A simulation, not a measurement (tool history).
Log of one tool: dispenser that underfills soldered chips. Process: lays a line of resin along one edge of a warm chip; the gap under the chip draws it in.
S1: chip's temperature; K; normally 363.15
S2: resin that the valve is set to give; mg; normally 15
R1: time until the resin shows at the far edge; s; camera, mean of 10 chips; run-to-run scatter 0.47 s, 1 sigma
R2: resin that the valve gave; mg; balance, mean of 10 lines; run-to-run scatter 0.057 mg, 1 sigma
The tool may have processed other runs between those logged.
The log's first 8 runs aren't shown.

-- hour=78.6 new syringe of resin
run 9 hour=84.9 | S1=363.15 S2=15 | R1=40.4 R2=14.78
-- hour=88.4 new syringe of resin
run 10 hour=96.4 | S1=363.15 S2=15 | R1=42.3 R2=14.64
-- hour=97.9 new syringe of resin
-- hour=107.2 new syringe of resin
run 11 hour=112 | S1=363.15 S2=14.9 | R1=39.3 R2=14.56
-- hour=117.2 new syringe of resin
run 12 hour=122.1 | S1=363.15 S2=14.9 | R1=40.6 R2=14.49
-- hour=127.3 new syringe of resin
run 13 hour=131.7 | S1=363.15 S2=14.9 | R1=39.9 R2=14.31
-- hour=136.8 new syringe of resin
-- hour=146.1 new syringe of resin
run 14 hour=146.1 | S1=363.15 S2=14.9 | R1=36.8 R2=14.33
-- hour=155.7 new syringe of resin
run 15 hour=160.8 | S1=362.15 S2=15 | R1=42.2 R2=14.25
-- hour=165.3 new syringe of resin
-- hour=174.9 new syringe of resin
run 16 hour=174.9 | S1=362.15 S2=18.6 | R1=38.4 R2=17.49
-- hour=176.7 dispensing valve cleaned and set on the balance
-- hour=185.3 new syringe of resin
run 17 hour=187.1 | S1=374.15 S2=15 | R1=23.8 R2=14.92
run 18 hour=194 | S1=352.15 S2=19.1 | R1=68.3 R2=18.88
-- hour=195.1 new syringe of resin
-- hour=205 new syringe of resin
run 19 hour=208.4 | S1=352.15 S2=19.1 | R1=60.9 R2=18.93
-- hour=215.1 new syringe of resin
run 20 hour=222.6 | S1=366.15 S2=17 | R1=37.5 R2=16.75
-- hour=224.9 new syringe of resin
-- hour=234.3 new syringe of resin
run 21 hour=235 | S1=360.15 S2=13.3 | R1=43.6 R2=13.01
-- hour=244 new syringe of resin
run 22 hour=246.3 | S1=363.15 S2=16.7 | R1=38.7 R2=16.2
-- hour=254.1 new syringe of resin
run 23 hour=258.2 | S1=363.15 S2=16.7 | R1=38.9 R2=16.18
-- hour=264 new syringe of resin
run 24 hour=264.9 | S1=372.15 S2=15 | R1=26.3 R2=14.55
-- hour=273.6 new syringe of resin
run 25 hour=279.4 | S1=372.15 S2=15 | R1=28.9 R2=14.39
-- hour=282.8 new syringe of resin
run 26 hour=289.4 | S1=372.15 S2=15.7 | R1=29.2 R2=14.94
-- hour=292 new syringe of resin
run 27 hour=297 | S1=357.15 S2=17.3 | R1=52.3 R2=16.43
-- hour=301.8 new syringe of resin
-- hour=304.8 dispensing valve cleaned and set on the balance
-- hour=312.5 new syringe of resin
run 28 hour=313.7 | S1=356.15 S2=17.7 | R1=50.3 R2=17.76
-- hour=321.7 new syringe of resin
run 29 hour=321.8 | S1=365.15 S2=19 | R1=32.8 R2=18.83
run 30 hour=329.8 | S1=363.15 S2=14.3 | R1=44.5 R2=14.16
-- hour=331 new syringe of resin
-- hour=340.9 new syringe of resin
run 31 hour=343.7 | S1=357.15 S2=19 | R1=50.8 R2=18.66
-- hour=350.8 new syringe of resin
run 32 hour=359.1 | S1=357.15 S2=18.9 | R1=56 R2=18.51

Here are 5 independent what-if runs from the current tool condition. What would each one return?
-- hour=360.2 new syringe of resin
-- hour=369.9 new syringe of resin
run A hour=370 | S1=366.15 S2=19.1 | R1=? R2=?
-- hour=360.2 new syringe of resin
-- hour=369.9 new syringe of resin
run B hour=370 | S1=365.15 S2=14 | R1=? R2=?
-- hour=360.2 new syringe of resin
-- hour=369.9 new syringe of resin
run C hour=370 | S1=351.15 S2=13.7 | R1=? R2=?
-- hour=360.2 new syringe of resin
-- hour=369.9 new syringe of resin
run D hour=370 | S1=373.15 S2=18.9 | R1=? R2=?
-- hour=360.2 new syringe of resin
-- hour=369.9 new syringe of resin
run E hour=370 | S1=372.15 S2=15 | R1=? R2=?

run=A R1=32.5 R2=18.54
run=B R1=35.2 R2=13.59
run=C R1=64.6 R2=13.36
run=D R1=23.9 R2=18.44
run=E R1=25.8 R2=14.58
Without the tool's hidden state the same runs would have given:
run=A R1=30.8 R2=19.07
run=B R1=33.2 R2=13.98
run=C R1=60.6 R2=13.75
run=D R1=22.7 R2=18.97
run=E R1=24.4 R2=14.99

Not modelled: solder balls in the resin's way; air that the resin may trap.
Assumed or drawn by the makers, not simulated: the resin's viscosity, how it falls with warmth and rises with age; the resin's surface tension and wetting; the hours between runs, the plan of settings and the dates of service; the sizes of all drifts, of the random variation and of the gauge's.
